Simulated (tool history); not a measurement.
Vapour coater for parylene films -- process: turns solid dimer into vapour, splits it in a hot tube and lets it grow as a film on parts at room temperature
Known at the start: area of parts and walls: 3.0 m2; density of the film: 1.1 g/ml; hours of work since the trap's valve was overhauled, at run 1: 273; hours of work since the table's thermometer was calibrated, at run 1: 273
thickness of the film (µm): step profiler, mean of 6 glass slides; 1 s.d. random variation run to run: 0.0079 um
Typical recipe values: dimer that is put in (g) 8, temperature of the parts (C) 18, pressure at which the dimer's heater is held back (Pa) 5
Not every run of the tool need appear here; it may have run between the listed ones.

run     day  dimer that is put in (g)  temperature of the parts (C)  pressure at which the dimer's heater is held back (Pa)  hours of work since the trap's valve was overhauled  hours of work since the table's thermometer was calibrated  thickness of the film (µm)
  1       0                         8                            18                                                       5                                                  273                                                         273                       1.833
  2   1.783                         8                            18                                                       5                                                  305                                                         305                       1.828
  3   4.096                         8                            18                                                       5                                                  346                                                         346                       1.827
  4   5.071                         8                            18                                                       5                                                  364                                                         364                       1.834
  5   6.962                         8                            22                                                       5                                                  397                                                         397                       1.633
  6   8.875                         8                            22                                                       5                                                  431                                                         431                       1.658
  7  11.083                         8                            22                                                       5                                                  470                                                         470                       1.634
     12.746  -- trap's valve overhauled
  8    13.5                         8                            22                                                       5                                                   13                                                         510                        1.63
  9  15.492                         8                            18                                                       5                                                   49                                                         546                       1.817
 10  17.067                         8                            18                                                       5                                                   77                                                         574                       1.805
 11  18.767                         8                            18                                                       5                                                  107                                                         604                       1.806
 12  20.775                         8                            18                                                       5                                                  143                                                         640                       1.803
 13  23.071                         8                            21                                                       5                                                  184                                                         681                       1.681
 14  24.358                         8                            18                                                       5                                                  206                                                         703                       1.815
 15  26.538                         8                            18                                                    5.83                                                  245                                                         742                       1.749
 16  27.554                         6                            18                                                    8.16                                                  263                                                         760                       1.245
 17  28.667                         7                            18                                                    3.46                                                  283                                                         780                       1.662
 18  30.154                         8                            28                                                    3.64                                                  310                                                         806                       1.443
 19  32.396                         8                            28                                                    3.64                                                  349                                                         846                       1.428
 20  34.133                         8                            28                                                    3.64                                                  380                                                         877                       1.438
 21   35.25                         5                            20                                                       5                                                  400                                                         897                       1.072
 22  36.296                         8                            14                                                     3.1                                                  419                                                         916                       2.132
 23  38.358                         3                            28                                                       5                                                  455                                                         952                       0.515
 24   39.45                         3                            28                                                       5                                                  475                                                         972                       0.516
     40.862  -- trap's valve overhauled
     41.083  -- table's thermometer calibrated
 25  41.096                         5                            27                                                       5                                                    3                                                           0                       0.871
     42.112  -- gauge calibrated
 26  42.633                         4                            22                                                    8.49                                                   31                                                          28                       0.757
 27  44.275                         5                            14                                                    5.25                                                   60                                                          57                       1.262

Predict each of these 5 candidate next runs independently; none follows another, all start after run 27:
  A  46.562                         4                            11                                                   10.57                                                  101                                                          97                           ?
  B  46.562                        10                            14                                                    5.25                                                  101                                                          97                           ?
  C  46.562                         6                            29                                                    8.59                                                  101                                                          97                           ?
  D  46.562                         9                            14                                                    5.25                                                  101                                                          97                           ?
  E  46.562                         5                            14                                                    5.25                                                  101                                                          97                           ?

run  thickness of the film (µm)
  A                       0.986
  B                       2.517
  C                       0.952
  D                       2.268
  E                       1.267
What these runs would have given with no unlogged condition in the tool:
run  thickness of the film (µm)
  A                        0.99
  B                       2.526
  C                       0.955
  D                       2.276
  E                       1.272
